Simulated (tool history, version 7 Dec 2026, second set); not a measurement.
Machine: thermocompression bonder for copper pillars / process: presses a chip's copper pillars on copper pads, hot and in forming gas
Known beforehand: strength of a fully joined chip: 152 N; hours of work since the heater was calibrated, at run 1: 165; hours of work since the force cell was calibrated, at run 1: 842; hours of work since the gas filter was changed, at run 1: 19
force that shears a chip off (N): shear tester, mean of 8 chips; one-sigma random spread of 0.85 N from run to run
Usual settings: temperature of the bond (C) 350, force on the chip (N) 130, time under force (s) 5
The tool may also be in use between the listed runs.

run,hour,temperature of the bond (C),force on the chip (N),time under force (s),hours of work since the heater was calibrated,hours of work since the force cell was calibrated,hours of work since the gas filter was changed,force that shears a chip off (N)
1,0,350,130,5,165,842,19,68.5
2,19.2,350,130,3,175,852,29,55.9
3,58.5,350,130,3,197,874,51,55.5
4,90.6,350,130,5,215,892,69,67.7
5,116.1,350,130,4,229,906,83,61.4
6,133,350,130,4,238,915,92,63.6
7,152,350,130,5,249,926,103,66.9
8,189.5,358,130,5,270,947,124,73.8
9,225.6,358,130,5,290,967,144,72.7
10,261.2,362,130,5,309,986,163,74.8
11,298,362,130,5,330,1007,184,77.8
12,314.1,362,130,5,339,1016,193,74.6
13,338.2,362,130,11,352,1029,206,97
14,365.5,362,130,11,367,1044,221,95.2
15,397.5,350,130,13,385,1062,239,93
16,419.9,326,146,15,397,1074,251,88.7
17,443,326,146,15,410,1087,264,89.3
18,470.3,357,162,3,425,1102,279,74.2
# hour 480: forming gas filter changed
19,493.6,334,120,11,438,1115,8,71.6
20,513.5,334,120,11,449,1126,18,73
21,542.9,375,130,5,465,1142,35,86.1
22,580.2,375,173,13,486,1163,55,131.1
23,605.8,330,138,5,500,1177,70,59.5
24,641.4,367,130,6,520,1197,89,83.5
25,657.4,367,130,6,528,1206,98,85.2
26,675.5,350,162,15,538,1216,108,112.9
27,697.5,350,162,15,551,1228,120,111.8
28,715.1,350,83,5,560,1237,130,40.9
29,741.1,332,187,8,575,1252,145,95.2

Alternative continuations, all from the tool just after run 29; predict every row:
A,759.8,358,187,5,585,1262,155,?
B,759.8,345,102,5,585,1262,155,?
C,759.8,334,192,4,585,1262,155,?

run,force that shears a chip off (N)
A,100.5
B,49.1
C,79.1
Stripped of hidden state, with their random variation kept, the same runs would have yielded:
run,force that shears a chip off (N)
A,100.9
B,49.4
C,79.5
